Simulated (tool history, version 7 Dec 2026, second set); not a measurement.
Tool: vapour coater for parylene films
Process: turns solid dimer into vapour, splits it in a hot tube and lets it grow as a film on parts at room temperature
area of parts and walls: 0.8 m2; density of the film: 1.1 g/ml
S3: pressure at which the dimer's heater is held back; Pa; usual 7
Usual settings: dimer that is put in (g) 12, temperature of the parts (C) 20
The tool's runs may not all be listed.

run 1 hour=0 | dimer_that_is_put_in_(g)=12 temperature_of_the_parts_(C)=20 S3=7 | thickness_of_the_film_(um)=7.16
run 2 hour=7.5 | dimer_that_is_put_in_(g)=12 temperature_of_the_parts_(C)=20 S3=7 | thickness_of_the_film_(um)=7.1
run 3 hour=24.6 | dimer_that_is_put_in_(g)=12 temperature_of_the_parts_(C)=14 S3=7 | thickness_of_the_film_(um)=9.07
run 4 hour=35.1 | dimer_that_is_put_in_(g)=12 temperature_of_the_parts_(C)=14 S3=7 | thickness_of_the_film_(um)=9.11
run 5 hour=43.7 | dimer_that_is_put_in_(g)=12 temperature_of_the_parts_(C)=14 S3=7 | thickness_of_the_film_(um)=9.06
run 6 hour=55.5 | dimer_that_is_put_in_(g)=12 temperature_of_the_parts_(C)=14 S3=7 | thickness_of_the_film_(um)=9.04
run 7 hour=71 | dimer_that_is_put_in_(g)=12 temperature_of_the_parts_(C)=20 S3=7 | thickness_of_the_film_(um)=7.24
run 8 hour=78.7 | dimer_that_is_put_in_(g)=15 temperature_of_the_parts_(C)=20 S3=7 | thickness_of_the_film_(um)=8.95
run 9 hour=94.8 | dimer_that_is_put_in_(g)=12 temperature_of_the_parts_(C)=20 S3=6.74 | thickness_of_the_film_(um)=7.2
run 10 hour=104.9 | dimer_that_is_put_in_(g)=12 temperature_of_the_parts_(C)=20 S3=6.74 | thickness_of_the_film_(um)=7.22
run 11 hour=117.2 | dimer_that_is_put_in_(g)=12 temperature_of_the_parts_(C)=20 S3=6.74 | thickness_of_the_film_(um)=7.28
run 12 hour=126.2 | dimer_that_is_put_in_(g)=12 temperature_of_the_parts_(C)=20 S3=3.14 | thickness_of_the_film_(um)=8.58
run 13 hour=141.5 | dimer_that_is_put_in_(g)=12 temperature_of_the_parts_(C)=20 S3=11.97 | thickness_of_the_film_(um)=6.32
run 14 hour=150.9 | dimer_that_is_put_in_(g)=12 temperature_of_the_parts_(C)=20 S3=7 | thickness_of_the_film_(um)=7.17
run 15 hour=166.7 | dimer_that_is_put_in_(g)=12 temperature_of_the_parts_(C)=20 S3=4.68 | thickness_of_the_film_(um)=7.88
run 16 hour=177.8 | dimer_that_is_put_in_(g)=12 temperature_of_the_parts_(C)=20 S3=4.68 | thickness_of_the_film_(um)=7.81
run 17 hour=186.9 | dimer_that_is_put_in_(g)=12 temperature_of_the_parts_(C)=20 S3=4.68 | thickness_of_the_film_(um)=7.89
run 18 hour=194.3 | dimer_that_is_put_in_(g)=16 temperature_of_the_parts_(C)=20 S3=7 | thickness_of_the_film_(um)=9.55
run 19 hour=204.3 | dimer_that_is_put_in_(g)=19 temperature_of_the_parts_(C)=20 S3=7 | thickness_of_the_film_(um)=11.38
run 20 hour=212.5 | dimer_that_is_put_in_(g)=19 temperature_of_the_parts_(C)=20 S3=7 | thickness_of_the_film_(um)=11.41
run 21 hour=221 | dimer_that_is_put_in_(g)=19 temperature_of_the_parts_(C)=20 S3=7 | thickness_of_the_film_(um)=11.32
run 22 hour=228.6 | dimer_that_is_put_in_(g)=19 temperature_of_the_parts_(C)=20 S3=7 | thickness_of_the_film_(um)=11.32
run 23 hour=237.5 | dimer_that_is_put_in_(g)=12 temperature_of_the_parts_(C)=20 S3=10.44 | thickness_of_the_film_(um)=6.52
run 24 hour=246.7 | dimer_that_is_put_in_(g)=6 temperature_of_the_parts_(C)=20 S3=7 | thickness_of_the_film_(um)=3.58
run 25 hour=259.2 | dimer_that_is_put_in_(g)=19 temperature_of_the_parts_(C)=28 S3=7.61 | thickness_of_the_film_(um)=8.12
run 26 hour=269 | dimer_that_is_put_in_(g)=9 temperature_of_the_parts_(C)=18 S3=6.95 | thickness_of_the_film_(um)=5.84
run 27 hour=279 | dimer_that_is_put_in_(g)=9 temperature_of_the_parts_(C)=18 S3=6.95 | thickness_of_the_film_(um)=5.86
run 28 hour=293.9 | dimer_that_is_put_in_(g)=5 temperature_of_the_parts_(C)=20 S3=11.14 | thickness_of_the_film_(um)=2.69
run 29 hour=310 | dimer_that_is_put_in_(g)=10 temperature_of_the_parts_(C)=20 S3=2.57 | thickness_of_the_film_(um)=7.5
run 30 hour=318.5 | dimer_that_is_put_in_(g)=13 temperature_of_the_parts_(C)=23 S3=5.22 | thickness_of_the_film_(um)=7.34
run 31 hour=330.9 | dimer_that_is_put_in_(g)=7 temperature_of_the_parts_(C)=17 S3=7.39 | thickness_of_the_film_(um)=4.65
run 32 hour=338.4 | dimer_that_is_put_in_(g)=22 temperature_of_the_parts_(C)=27 S3=10.31 | thickness_of_the_film_(um)=9.13
run 33 hour=352.4 | dimer_that_is_put_in_(g)=22 temperature_of_the_parts_(C)=27 S3=10.31 | thickness_of_the_film_(um)=9.14
run 34 hour=370.2 | dimer_that_is_put_in_(g)=22 temperature_of_the_parts_(C)=27 S3=10.31 | thickness_of_the_film_(um)=9.11
run 35 hour=387.1 | dimer_that_is_put_in_(g)=12 temperature_of_the_parts_(C)=15 S3=4.32 | thickness_of_the_film_(um)=9.7
run 36 hour=404.5 | dimer_that_is_put_in_(g)=14 temperature_of_the_parts_(C)=25 S3=7 | thickness_of_the_film_(um)=6.86
run 37 hour=417.6 | dimer_that_is_put_in_(g)=14 temperature_of_the_parts_(C)=25 S3=2.29 | thickness_of_the_film_(um)=8.85
-- hour=423.1 trap's valve overhauled
run 38 hour=429 | dimer_that_is_put_in_(g)=14 temperature_of_the_parts_(C)=25 S3=2.29 | thickness_of_the_film_(um)=8.85

Measured less the same run without the tool's hidden state. The same run-to-run variation is in both; the gauge's scatter may not be:
The hidden state here: vapour lost through the trap's worn valve, %; true temperature of the parts over the reading, C; drift of the gauge itself on film_um, %.
run=1 thickness_of_the_film_(um)=-0.01
run=2 thickness_of_the_film_(um)=-0.01
run=3 thickness_of_the_film_(um)=-0.02
run=4 thickness_of_the_film_(um)=-0.02
run=5 thickness_of_the_film_(um)=-0.02
run=6 thickness_of_the_film_(um)=-0.02
run=7 thickness_of_the_film_(um)=-0.02
run=8 thickness_of_the_film_(um)=-0.02
run=9 thickness_of_the_film_(um)=-0.01
run=10 thickness_of_the_film_(um)=-0.01
run=11 thickness_of_the_film_(um)=-0.02
run=12 thickness_of_the_film_(um)=-0.02
run=13 thickness_of_the_film_(um)=-0.01
run=14 thickness_of_the_film_(um)=-0.01
run=15 thickness_of_the_film_(um)=-0.02
run=16 thickness_of_the_film_(um)=-0.02
run=17 thickness_of_the_film_(um)=-0.02
run=18 thickness_of_the_film_(um)=-0.03
run=19 thickness_of_the_film_(um)=-0.03
run=20 thickness_of_the_film_(um)=-0.03
run=21 thickness_of_the_film_(um)=-0.03
run=22 thickness_of_the_film_(um)=-0.03
run=23 thickness_of_the_film_(um)=-0.02
run=24 thickness_of_the_film_(um)=-0.01
run=25 thickness_of_the_film_(um)=-0.03
run=26 thickness_of_the_film_(um)=-0.02
run=27 thickness_of_the_film_(um)=-0.02
run=28 thickness_of_the_film_(um)=-0.01
run=29 thickness_of_the_film_(um)=-0.02
run=30 thickness_of_the_film_(um)=-0.03
run=31 thickness_of_the_film_(um)=-0.02
run=32 thickness_of_the_film_(um)=-0.03
run=33 thickness_of_the_film_(um)=-0.03
run=34 thickness_of_the_film_(um)=-0.04
run=35 thickness_of_the_film_(um)=-0.04
run=36 thickness_of_the_film_(um)=-0.03
run=37 thickness_of_the_film_(um)=-0.03
run=38 thickness_of_the_film_(um)=+0.01

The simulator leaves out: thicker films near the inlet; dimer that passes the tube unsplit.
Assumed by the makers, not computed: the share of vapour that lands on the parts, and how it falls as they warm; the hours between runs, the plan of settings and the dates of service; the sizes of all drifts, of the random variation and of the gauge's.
